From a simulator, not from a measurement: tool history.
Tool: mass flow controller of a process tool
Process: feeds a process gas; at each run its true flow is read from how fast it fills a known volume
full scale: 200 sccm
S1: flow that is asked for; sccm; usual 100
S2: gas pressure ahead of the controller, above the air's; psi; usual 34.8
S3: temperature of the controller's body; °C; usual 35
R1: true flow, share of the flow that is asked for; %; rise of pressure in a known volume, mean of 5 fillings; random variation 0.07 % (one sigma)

| run | hour | S1 | S2 | S3 | R1 |
|---|---|---|---|---|---|
| 1 | 0 | 100 | 34.8 | 35 | 99.93 |
| 2 | 101.2 | 100 | 34.8 | 35 | 100.06 |
| 3 | 219.6 | 100 | 34.8 | 35 | 100.04 |
| 4 | 311.8 | 100 | 34.8 | 35 | 100.08 |
| 5 | 480.7 | 100 | 34.8 | 35 | 100.1 |
| 6 | 647.2 | 150 | 34.8 | 35 | 100.68 |
| 7 | 796.3 | 100 | 34.8 | 34 | 100.1 |
| 8 | 871.5 | 183 | 34.8 | 35 | 101.28 |
| 9 | 1030.7 | 183 | 34.8 | 35 | 101.25 |
| 10 | 1182.4 | 183 | 22.8 | 35 | 101.44 |
| 11 | 1265.9 | 100 | 34.8 | 29 | 99.8 |
| 12 | 1388.3 | 100 | 34.8 | 35 | 100.31 |
| 13 | 1525.3 | 100 | 28 | 35 | 100.39 |
| 14 | 1637.7 | 100 | 28 | 35 | 100.44 |
| 15 | 1805.1 | 100 | 28 | 35 | 100.49 |
| 16 | 1945.8 | 100 | 28 | 35 | 100.53 |
| 17 | 2021.3 | 100 | 34.8 | 35 | 100.5 |
| 18 | 2123.8 | 100 | 34.8 | 35 | 100.52 |
| 19 | 2195.9 | 100 | 34.8 | 35 | 100.43 |
| 20 | 2303.6 | 100 | 34.8 | 34 | 100.38 |
| 21 | 2409.2 | 100 | 34.8 | 35 | 100.57 |
| 22 | 2544.1 | 100 | 34.8 | 25 | 99.7 |
| 23 | 2644.3 | 100 | 34.8 | 25 | 99.93 |
| 24 | 2779.3 | 100 | 34.8 | 35 | 100.66 |
| 25 | 2885.3 | 120 | 29 | 22 | 99.92 |
| 26 | 2993.4 | 120 | 33.8 | 39 | 101.19 |
| 27 | 3131.2 | 25 | 20.6 | 22 | 101.48 |
| 28 | 3237.1 | 65 | 21.9 | 39 | 101.28 |
| 29 | 3354.2 | 65 | 21.9 | 39 | 101.18 |
| 30 | 3465.7 | 100 | 34.8 | 25 | 100.08 |
| 31 | 3585.1 | 100 | 34.8 | 25 | 100.16 |
| 32 | 3677.9 | 154 | 34.8 | 25 | 100.56 |
| 33 | 3800.2 | 154 | 34.8 | 25 | 100.57 |
| 34 | 3930 | 180 | 24.5 | 35 | 101.86 |
| 35 | 4038.8 | 180 | 24.5 | 35 | 101.78 |
| 36 | 4184.2 | 30 | 23.1 | 35 | 102.58 |
| 37 | 4282.5 | 85 | 37.1 | 35 | 100.95 |
| 38 | 4374.7 | 28 | 34.8 | 35 | 102.83 |
| 39 | 4546 | 26 | 34.8 | 25 | 102.44 |
| 40 | 4629.6 | 26 | 34.8 | 25 | 102.46 |
| 41 | 4725.5 | 100 | 22.2 | 35 | 101.38 |
| 42 | 4799.9 | 28 | 31.9 | 34 | 103 |
| 43 | 4918.4 | 157 | 29.3 | 20 | 100.51 |
| 44 | 5026.6 | 69 | 34.8 | 27 | 100.62 |
| 45 | 5174 | 100 | 26.1 | 36 | 101.51 |
| 46 | 5272.9 | 100 | 26.1 | 36 | 101.6 |
| 47 | 5380 | 100 | 26.1 | 36 | 101.51 |
| 48 | 5526.7 | 100 | 26.1 | 36 | 101.61 |

Forecast each of these 3 alternatives for the next run:
| A | 5621.4 | 100 | 28.7 | 31 | ? |
| B | 5621.4 | 100 | 20.5 | 35 | ? |
| C | 5621.4 | 28 | 31 | 22 | ? |

| run | R1 |
|---|---|
| A | 101.1 |
| B | 101.7 |
| C | 102.61 |
Without the tool's hidden state the same runs would have given:
| run | R1 |
|---|---|
| A | 98.94 |
| B | 99.53 |
| C | 97.14 |

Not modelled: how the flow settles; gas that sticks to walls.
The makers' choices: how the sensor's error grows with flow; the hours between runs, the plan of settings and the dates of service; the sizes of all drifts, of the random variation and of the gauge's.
